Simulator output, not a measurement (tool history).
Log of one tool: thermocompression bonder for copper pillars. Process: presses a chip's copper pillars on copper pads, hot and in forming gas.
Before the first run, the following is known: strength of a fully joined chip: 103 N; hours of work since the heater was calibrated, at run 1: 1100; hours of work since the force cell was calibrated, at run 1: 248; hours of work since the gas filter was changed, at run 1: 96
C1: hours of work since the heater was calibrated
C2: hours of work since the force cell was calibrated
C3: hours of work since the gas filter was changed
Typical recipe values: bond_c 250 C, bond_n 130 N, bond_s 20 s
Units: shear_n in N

run 1 day=0 | bond_c=250 bond_n=130 bond_s=20 | C1=1100 C2=248 C3=96 | shear_n=51.7
run 2 day=2.242 | bond_c=250 bond_n=130 bond_s=20 | C1=1133 C2=281 C3=128 | shear_n=51.1
run 3 day=5.712 | bond_c=253 bond_n=130 bond_s=20 | C1=1184 C2=332 C3=179 | shear_n=53
run 4 day=8.188 | bond_c=253 bond_n=106 bond_s=20 | C1=1220 C2=368 C3=215 | shear_n=43.9
run 5 day=10.817 | bond_c=253 bond_n=106 bond_s=26 | C1=1258 C2=406 C3=254 | shear_n=47.6
run 6 day=13.042 | bond_c=276 bond_n=130 bond_s=20 | C1=1291 C2=439 C3=286 | shear_n=67.9
run 7 day=15.838 | bond_c=276 bond_n=130 bond_s=20 | C1=1332 C2=480 C3=327 | shear_n=67.1
run 8 day=17.662 | bond_c=250 bond_n=130 bond_s=20 | C1=1358 C2=506 C3=353 | shear_n=47.5
run 9 day=20.2 | bond_c=250 bond_n=130 bond_s=20 | C1=1395 C2=543 C3=391 | shear_n=46.9
-- day=21.667 forming gas filter changed
run 10 day=22.996 | bond_c=234 bond_n=130 bond_s=20 | C1=1436 C2=584 C3=19 | shear_n=37.8
-- day=25.829 heater calibrated with a thermocouple chip
run 11 day=26.275 | bond_c=250 bond_n=130 bond_s=11 | C1=6 C2=630 C3=66 | shear_n=44
run 12 day=27.9 | bond_c=250 bond_n=130 bond_s=11 | C1=30 C2=654 C3=90 | shear_n=44.5
run 13 day=31.162 | bond_c=271 bond_n=130 bond_s=20 | C1=78 C2=702 C3=137 | shear_n=69.4
run 14 day=33.733 | bond_c=271 bond_n=89 bond_s=20 | C1=115 C2=739 C3=175 | shear_n=53.5
run 15 day=35.796 | bond_c=271 bond_n=89 bond_s=20 | C1=146 C2=770 C3=205 | shear_n=52.2
run 16 day=38.867 | bond_c=271 bond_n=89 bond_s=45 | C1=190 C2=814 C3=250 | shear_n=66.6
run 17 day=41.242 | bond_c=233 bond_n=130 bond_s=20 | C1=225 C2=849 C3=285 | shear_n=38.5
-- day=41.662 force cell calibrated
run 18 day=44.6 | bond_c=251 bond_n=130 bond_s=46 | C1=273 C2=43 C3=333 | shear_n=65.7
run 19 day=46.812 | bond_c=251 bond_n=130 bond_s=46 | C1=306 C2=75 C3=365 | shear_n=64.3
-- day=47.554 force cell calibrated, once more
run 20 day=48.833 | bond_c=251 bond_n=130 bond_s=46 | C1=334 C2=19 C3=394 | shear_n=65.3
-- day=49.988 forming gas filter changed
run 21 day=52.104 | bond_c=251 bond_n=130 bond_s=46 | C1=382 C2=66 C3=31 | shear_n=69.8
run 22 day=54.104 | bond_c=228 bond_n=91 bond_s=46 | C1=411 C2=95 C3=60 | shear_n=36.8
run 23 day=57.417 | bond_c=250 bond_n=98 bond_s=20 | C1=459 C2=144 C3=108 | shear_n=42.7
run 24 day=60.692 | bond_c=253 bond_n=184 bond_s=47 | C1=507 C2=191 C3=156 | shear_n=83.7
run 25 day=63.358 | bond_c=253 bond_n=94 bond_s=47 | C1=546 C2=230 C3=195 | shear_n=55.5
run 26 day=67.133 | bond_c=250 bond_n=79 bond_s=18 | C1=601 C2=286 C3=250 | shear_n=31.9
run 27 day=70.779 | bond_c=250 bond_n=79 bond_s=18 | C1=654 C2=339 C3=304 | shear_n=30.7
run 28 day=74.054 | bond_c=250 bond_n=130 bond_s=17 | C1=702 C2=387 C3=351 | shear_n=45.8
run 29 day=76.7 | bond_c=250 bond_n=130 bond_s=17 | C1=741 C2=425 C3=390 | shear_n=45.3
-- day=78.262 forming gas filter changed
run 30 day=79.296 | bond_c=250 bond_n=130 bond_s=17 | C1=778 C2=463 C3=15 | shear_n=48.8
run 31 day=81.45 | bond_c=243 bond_n=130 bond_s=18 | C1=810 C2=494 C3=47 | shear_n=45.2
run 32 day=83.617 | bond_c=250 bond_n=87 bond_s=20 | C1=841 C2=526 C3=78 | shear_n=35
run 33 day=85.75 | bond_c=251 bond_n=130 bond_s=25 | C1=873 C2=557 C3=109 | shear_n=55.5
run 34 day=89.442 | bond_c=251 bond_n=130 bond_s=33 | C1=926 C2=611 C3=163 | shear_n=59.3

How the hidden state differs across the entries between the runs, from the last listed run before each to the first after it:
After run 9, before run 10: forming gas filter changed (day 21.667)
  true temperature of the bond over the reading, C: -7.1 -> -7.3; force that reaches the chip, % of what is set: 97.2 -> 97; oxide that the forming gas leaves, % of the face: 7.55 -> 0.89
  measured less the result without the state, shear_n: -10.6 -> -6.8 N
After run 10, before run 11: heater calibrated with a thermocouple chip (day 25.829)
  true temperature of the bond over the reading, C: -7.3 -> -1.3; force that reaches the chip, % of what is set: 97 -> 96.8; oxide that the forming gas leaves, % of the face: 0.89 -> 1.82
  measured less the result without the state, shear_n: -6.8 -> -2.8 N
After run 17, before run 18: force cell calibrated (day 41.662)
  true temperature of the bond over the reading, C: -2.4 -> -2.6; force that reaches the chip, % of what is set: 95.9 -> 94.6; oxide that the forming gas leaves, % of the face: 6.1 -> 6.99
  measured less the result without the state, shear_n: -5.7 -> -9.1 N
After run 19, before run 20: force cell calibrated, once more (day 47.554)
  true temperature of the bond over the reading, C: -2.8 -> -2.9; force that reaches the chip, % of what is set: 94.5 -> 99.2; oxide that the forming gas leaves, % of the face: 7.6 -> 8.14
  measured less the result without the state, shear_n: -9.6 -> -8.1 N
After run 20, before run 21: forming gas filter changed (day 49.988)
  true temperature of the bond over the reading, C: -2.9 -> -3.1; force that reaches the chip, % of what is set: 99.2 -> 99; oxide that the forming gas leaves, % of the face: 8.14 -> 1.19
  measured less the result without the state, shear_n: -8.1 -> -3.6 N
After run 29, before run 30: forming gas filter changed (day 78.262)
  true temperature of the bond over the reading, C: -4.9 -> -5; force that reaches the chip, % of what is set: 97.5 -> 97.3; oxide that the forming gas leaves, % of the face: 7.97 -> 0.84
  measured less the result without the state, shear_n: -8.7 -> -5.3 N

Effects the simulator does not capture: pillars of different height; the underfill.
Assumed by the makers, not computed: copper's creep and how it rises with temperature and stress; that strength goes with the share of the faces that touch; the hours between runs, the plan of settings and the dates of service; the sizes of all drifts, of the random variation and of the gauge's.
